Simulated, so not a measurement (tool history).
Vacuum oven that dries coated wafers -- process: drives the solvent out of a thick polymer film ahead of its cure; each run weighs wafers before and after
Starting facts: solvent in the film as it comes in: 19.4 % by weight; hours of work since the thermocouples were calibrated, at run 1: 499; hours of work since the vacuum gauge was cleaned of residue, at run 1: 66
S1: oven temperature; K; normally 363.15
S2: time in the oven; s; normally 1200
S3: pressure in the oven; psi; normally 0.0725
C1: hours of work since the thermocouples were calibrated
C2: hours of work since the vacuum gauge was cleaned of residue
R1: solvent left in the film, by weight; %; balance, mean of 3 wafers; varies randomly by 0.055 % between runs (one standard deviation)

Run 1, hour 0.0: usual settings; C1 499; C2 66. Result: R1 2.04 %.
Run 2, hour 15.9: usual settings; C1 510; C2 77. Result: R1 2.14 %.
Run 3, hour 36.4: usual settings; C1 524; C2 91. Result: R1 2.04 %.
Run 4, hour 51.7: usual settings; C1 535; C2 102. Result: R1 2.14 %.
Run 5, hour 68.3: usual settings; C1 546; C2 114. Result: R1 2.04 %.
Run 6, hour 82.9: usual settings; C1 556; C2 124. Result: R1 2.05 %.
Run 7, hour 100.2: usual settings; C1 568; C2 136. Result: R1 2.11 %.
Run 8, hour 111.3: usual settings; C1 576; C2 144. Result: R1 2.16 %.
Run 9, hour 121.2: usual settings; C1 583; C2 150. Result: R1 2.17 %.
Run 10, hour 137.0: usual settings; C1 594; C2 161. Result: R1 2.07 %.
Run 11, hour 154.9: usual settings; C1 607; C2 174. Result: R1 2.14 %.
Run 12, hour 174.0: usual settings but S1 374.15 K; C1 620; C2 187. Result: R1 0.61 %.
Run 13, hour 186.9: usual settings but S1 374.15 K; C1 629; C2 196. Result: R1 0.66 %.
Run 14, hour 207.5: usual settings but S1 374.15 K; C1 643; C2 211. Result: R1 0.61 %.
Run 15, hour 216.5: usual settings but S1 374.15 K; C1 649; C2 217. Result: R1 0.63 %.
Run 16, hour 226.7: usual settings but S1 374.15 K; C1 657; C2 224. Result: R1 0.57 %.
Run 17, hour 244.0: usual settings but S1 374.15 K; C1 669; C2 236. Result: R1 0.53 %.
Run 18, hour 257.2: usual settings but S1 374.15 K; C1 678; C2 245. Result: R1 0.51 %.
Run 19, hour 276.9: usual settings but S1 374.15 K; C1 692; C2 259. Result: R1 0.61 %.
Run 20, hour 286.4: usual settings but S1 374.15 K; C1 698; C2 266. Result: R1 0.60 %.
Run 21, hour 300.5: usual settings but S3 0.1864 psi; C1 708; C2 275. Result: R1 2.87 %.
Run 22, hour 314.0: usual settings but S1 360.15 K, S2 660 s, S3 0.2350 psi; C1 717; C2 285. Result: R1 7.02 %.
Run 23, hour 326.8: usual settings but S1 360.15 K, S2 660 s, S3 0.2350 psi; C1 726; C2 294. Result: R1 7.01 %.
Run 24, hour 343.3: usual settings but S1 378.15 K, S3 0.0409 psi; C1 738; C2 305. Result: R1 0.29 %.
Run 25, hour 362.7: usual settings but S1 366.15 K, S2 1080 s, S3 0.1038 psi; C1 751; C2 319. Result: R1 2.04 %.
Run 26, hour 373.9: usual settings but S1 366.15 K, S2 1080 s, S3 0.1038 psi; C1 759; C2 327. Result: R1 1.99 %.
Run 27, hour 393.9: usual settings but S1 366.15 K, S2 1080 s, S3 0.0712 psi; C1 773; C2 341. Result: R1 1.82 %.
Run 28, hour 410.6: usual settings but S1 375.15 K, S3 0.1519 psi; C1 785; C2 352. Result: R1 0.94 %.
Run 29, hour 419.1: usual settings but S1 371.15 K, S3 0.1179 psi; C1 791; C2 358. Result: R1 1.13 %.
Run 30, hour 429.7: usual settings but S1 371.15 K, S3 0.1179 psi; C1 798; C2 366. Result: R1 1.07 %.
Run 31, hour 445.3: usual settings but S1 371.15 K, S2 660 s, S3 0.1746 psi; C1 809; C2 376. Result: R1 2.89 %.
Run 32, hour 460.8: usual settings but S1 371.15 K, S2 660 s, S3 0.1746 psi; C1 820; C2 387. Result: R1 2.80 %.
Run 33, hour 474.2: usual settings but S1 371.15 K, S2 660 s, S3 0.1746 psi; C1 829; C2 397. Result: R1 2.92 %.
Run 34, hour 488.8: usual settings but S1 371.15 K, S2 660 s, S3 0.1746 psi; C1 839; C2 407. Result: R1 2.90 %.
Run 35, hour 505.9: usual settings but S1 371.15 K, S2 660 s, S3 0.1746 psi; C1 851; C2 419. Result: R1 2.83 %.
Run 36, hour 518.8: usual settings but S1 367.15 K, S2 960 s, S3 0.0982 psi; C1 860; C2 428. Result: R1 2.10 %.
Run 37, hour 533.0: usual settings but S1 375.15 K, S2 720 s; C1 870; C2 438. Result: R1 1.20 %.
Run 38, hour 549.2: usual settings but S1 353.15 K, S2 780 s, S3 0.1324 psi; C1 881; C2 449. Result: R1 8.22 %.
Run 39, hour 562.5: usual settings but S1 353.15 K, S2 780 s, S3 0.0879 psi; C1 891; C2 458. Result: R1 7.76 %.
Run 40, hour 575.9: usual settings but S1 353.15 K, S2 780 s, S3 0.0879 psi; C1 900; C2 468. Result: R1 7.89 %.
Run 41, hour 596.7: usual settings but S1 357.15 K, S2 1500 s, S3 0.1901 psi; C1 915; C2 482. Result: R1 3.89 %.

3 ways to go on from here, each from the tool as it stands after run 41. What would each give?
Run A, hour 606.6: usual settings but S3 0.0631 psi; C1 921; C2 489. Result: R1 ?.
Run B, hour 606.6: usual settings but S1 357.15 K, S2 1860 s, S3 0.0386 psi; C1 921; C2 489. Result: R1 ?.
Run C, hour 606.6: usual settings but S1 357.15 K, S2 1500 s, S3 0.0470 psi; C1 921; C2 489. Result: R1 ?.

run    R1
  A  2.17
  B  1.94
  C  2.69
Stripped of hidden state, with their random variation kept, the same runs would have yielded:
run    R1
  A  2.16
  B  1.85
  C  2.68

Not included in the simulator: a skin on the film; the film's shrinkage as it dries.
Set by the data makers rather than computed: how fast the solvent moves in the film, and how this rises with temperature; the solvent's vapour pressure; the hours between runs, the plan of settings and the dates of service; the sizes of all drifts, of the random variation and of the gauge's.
